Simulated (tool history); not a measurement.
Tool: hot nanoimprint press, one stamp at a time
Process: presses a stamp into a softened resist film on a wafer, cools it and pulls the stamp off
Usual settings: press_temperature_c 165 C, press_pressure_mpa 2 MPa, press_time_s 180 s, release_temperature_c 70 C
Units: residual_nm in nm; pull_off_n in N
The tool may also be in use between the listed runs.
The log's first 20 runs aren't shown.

| run | hour | press_temperature_c | press_pressure_mpa | press_time_s | release_temperature_c | hours of work since the thermocouple was calibrated | imprints on the stamp's release coat | hours of work since the press's seals were changed | residual_nm | pull_off_n |
|---|---|---|---|---|---|---|---|---|---|---|
| 21 | 361.7 | 165 | 2 | 164 | 58 | 66 | 1450 | 801 | 111.4 | 151 |
| 22 | 374.3 | 173 | 2.11 | 223 | 63 | 74 | 1487 | 809 | 65.5 | 139 |
| 23 | 384.4 | 166 | 2 | 180 | 68 | 80 | 1517 | 815 | 102.5 | 134 |
| 24 | 405.2 | 166 | 2 | 180 | 68 | 94 | 1579 | 828 | 102.3 | 139 |
| 25 | 422.4 | 171 | 2.47 | 180 | 69 | 104 | 1631 | 839 | 73.4 | 133 |
| 26 | 436.5 | 165 | 1.68 | 180 | 70 | 113 | 1672 | 848 | 115.5 | 123 |
| 27 | 455.2 | 167 | 1.46 | 180 | 65 | 125 | 1728 | 860 | 111.9 | 139 |
| 28 | 468 | 167 | 1.46 | 180 | 73 | 133 | 1766 | 868 | 110.9 | 125 |
| 29 | 485 | 167 | 1.46 | 180 | 73 | 144 | 1817 | 879 | 111.4 | 123 |
|  | 488.2 | gauge calibrated |
| 30 | 499.8 | 167 | 1.46 | 180 | 73 | 154 | 1861 | 889 | 115.2 | 127 |
| 31 | 515.5 | 162 | 2 | 237 | 70 | 164 | 1908 | 899 | 115.6 | 131 |

Forecast each of these 3 alternatives for the next run:
|  | 525 | stamp cleaned and given a new release coat |
| A | 538.4 | 165 | 1.64 | 119 | 77 | 174 | 40 | 909 | ? | ? |
|  | 525 | stamp cleaned and given a new release coat |
| B | 538.4 | 174 | 1.64 | 180 | 72 | 174 | 40 | 909 | ? | ? |
|  | 525 | stamp cleaned and given a new release coat |
| C | 538.4 | 163 | 2 | 284 | 76 | 174 | 40 | 909 | ? | ? |

| run | residual_nm | pull_off_n |
|---|---|---|
| A | 133.8 | 116 |
| B | 79.8 | 124 |
| C | 103.8 | 125 |
Without the tool's hidden state the same runs would have given:
| run | residual_nm | pull_off_n |
|---|---|---|
| A | 134.2 | 116 |
| B | 80.1 | 124 |
| C | 104.1 | 125 |
